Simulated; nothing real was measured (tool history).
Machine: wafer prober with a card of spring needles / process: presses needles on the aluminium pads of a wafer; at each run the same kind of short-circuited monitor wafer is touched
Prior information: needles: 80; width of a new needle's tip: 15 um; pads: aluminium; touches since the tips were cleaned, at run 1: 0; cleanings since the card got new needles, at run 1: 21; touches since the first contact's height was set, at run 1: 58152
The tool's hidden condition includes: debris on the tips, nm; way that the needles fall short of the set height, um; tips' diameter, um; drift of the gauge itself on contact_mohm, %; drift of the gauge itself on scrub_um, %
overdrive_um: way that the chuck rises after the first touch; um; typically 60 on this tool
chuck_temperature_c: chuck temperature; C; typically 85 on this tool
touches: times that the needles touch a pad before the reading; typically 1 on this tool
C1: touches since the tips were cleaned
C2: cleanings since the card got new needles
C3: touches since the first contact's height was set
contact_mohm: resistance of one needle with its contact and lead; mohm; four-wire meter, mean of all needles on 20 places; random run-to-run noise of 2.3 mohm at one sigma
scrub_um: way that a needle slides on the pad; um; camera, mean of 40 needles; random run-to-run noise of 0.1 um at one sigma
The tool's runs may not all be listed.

{"run": 1, "hour": 0.0, "overdrive_um": 60, "chuck_temperature_c": 85, "touches": 1, "C1": 0, "C2": 21, "C3": 58152, "contact_mohm": 262, "scrub_um": 15.13}
{"hour": 4.9, "done": "tips cleaned on abrasive film"}
{"run": 2, "hour": 8.1, "overdrive_um": 60, "chuck_temperature_c": 85, "touches": 1, "C1": 1866, "C2": 22, "C3": 62877, "contact_mohm": 281, "scrub_um": 15.12}
{"hour": 9.6, "done": "tips cleaned on abrasive film"}
{"hour": 13.8, "done": "tips cleaned on abrasive film"}
{"run": 3, "hour": 15.4, "overdrive_um": 60, "chuck_temperature_c": 85, "touches": 1, "C1": 991, "C2": 24, "C3": 67118, "contact_mohm": 275, "scrub_um": 15.26}
{"hour": 18.2, "done": "tips cleaned on abrasive film"}
{"hour": 22.8, "done": "tips cleaned on abrasive film"}
{"run": 4, "hour": 24.9, "overdrive_um": 60, "chuck_temperature_c": 85, "touches": 1, "C1": 1278, "C2": 26, "C3": 72603, "contact_mohm": 277, "scrub_um": 15.13}
{"hour": 26.9, "done": "tips cleaned on abrasive film"}
{"run": 5, "hour": 30.4, "overdrive_um": 60, "chuck_temperature_c": 85, "touches": 1, "C1": 2050, "C2": 27, "C3": 75767, "contact_mohm": 286, "scrub_um": 15.07}
{"hour": 31.4, "done": "tips cleaned on abrasive film"}
{"hour": 36.1, "done": "tips cleaned on abrasive film"}
{"hour": 40.4, "done": "tips cleaned on abrasive film"}
{"run": 6, "hour": 40.7, "overdrive_um": 60, "chuck_temperature_c": 85, "touches": 1, "C1": 212, "C2": 30, "C3": 81719, "contact_mohm": 268, "scrub_um": 14.96}
{"hour": 45.2, "done": "tips cleaned on abrasive film"}
{"run": 7, "hour": 48.1, "overdrive_um": 60, "chuck_temperature_c": 85, "touches": 1, "C1": 1726, "C2": 31, "C3": 86020, "contact_mohm": 282, "scrub_um": 15.11}
{"hour": 49.7, "done": "tips cleaned on abrasive film"}
{"hour": 53.9, "done": "tips cleaned on abrasive film"}
{"run": 8, "hour": 55.2, "overdrive_um": 60, "chuck_temperature_c": 85, "touches": 1, "C1": 768, "C2": 33, "C3": 90112, "contact_mohm": 273, "scrub_um": 15.11}
{"hour": 58.4, "done": "tips cleaned on abrasive film"}
{"hour": 62.7, "done": "tips cleaned on abrasive film"}
{"run": 9, "hour": 63.0, "overdrive_um": 60, "chuck_temperature_c": 97, "touches": 1, "C1": 200, "C2": 35, "C3": 94640, "contact_mohm": 267, "scrub_um": 14.99}
{"hour": 67.0, "done": "tips cleaned on abrasive film"}
{"run": 10, "hour": 69.4, "overdrive_um": 68, "chuck_temperature_c": 85, "touches": 1, "C1": 1458, "C2": 36, "C3": 98362, "contact_mohm": 281, "scrub_um": 17.29}
{"hour": 71.3, "done": "tips cleaned on abrasive film"}
{"run": 11, "hour": 74.2, "overdrive_um": 68, "chuck_temperature_c": 85, "touches": 1, "C1": 1690, "C2": 37, "C3": 101105, "contact_mohm": 278, "scrub_um": 17.08}
{"hour": 75.6, "done": "tips cleaned on abrasive film"}
{"hour": 79.9, "done": "tips cleaned on abrasive film"}
{"hour": 84.0, "done": "tips cleaned on abrasive film"}
{"run": 12, "hour": 84.5, "overdrive_um": 68, "chuck_temperature_c": 85, "touches": 1, "C1": 285, "C2": 40, "C3": 107029, "contact_mohm": 265, "scrub_um": 17.04}
{"hour": 88.8, "done": "tips cleaned on abrasive film"}
{"hour": 93.0, "done": "tips cleaned on abrasive film"}
{"run": 13, "hour": 94.0, "overdrive_um": 41, "chuck_temperature_c": 30, "touches": 2, "C1": 599, "C2": 42, "C3": 112574, "contact_mohm": 259, "scrub_um": 10.05}
{"hour": 97.5, "done": "tips cleaned on abrasive film"}
{"hour": 101.8, "done": "tips cleaned on abrasive film"}
{"run": 14, "hour": 103.5, "overdrive_um": 41, "chuck_temperature_c": 30, "touches": 2, "C1": 1014, "C2": 44, "C3": 118083, "contact_mohm": 274, "scrub_um": 9.83}
{"hour": 105.9, "done": "tips cleaned on abrasive film"}
{"hour": 110.5, "done": "tips cleaned on abrasive film"}
{"run": 15, "hour": 111.6, "overdrive_um": 48, "chuck_temperature_c": 68, "touches": 1, "C1": 684, "C2": 46, "C3": 122747, "contact_mohm": 270, "scrub_um": 11.82}

Estimate the outcome of run 16 from the log above:
{"hour": 114.9, "done": "tips cleaned on abrasive film"}
{"run": 16, "hour": 117.3, "overdrive_um": 49, "chuck_temperature_c": 55, "touches": 1, "C1": 1432, "C2": 47, "C3": 126066, "contact_mohm": "?", "scrub_um": "?"}

Run 16 gave contact_mohm 283 mohm, scrub_um 12.08 um.
On a tool with no hidden condition, and with the same random variation, this run would have come out at contact_mohm 253 mohm, scrub_um 12.73 um.
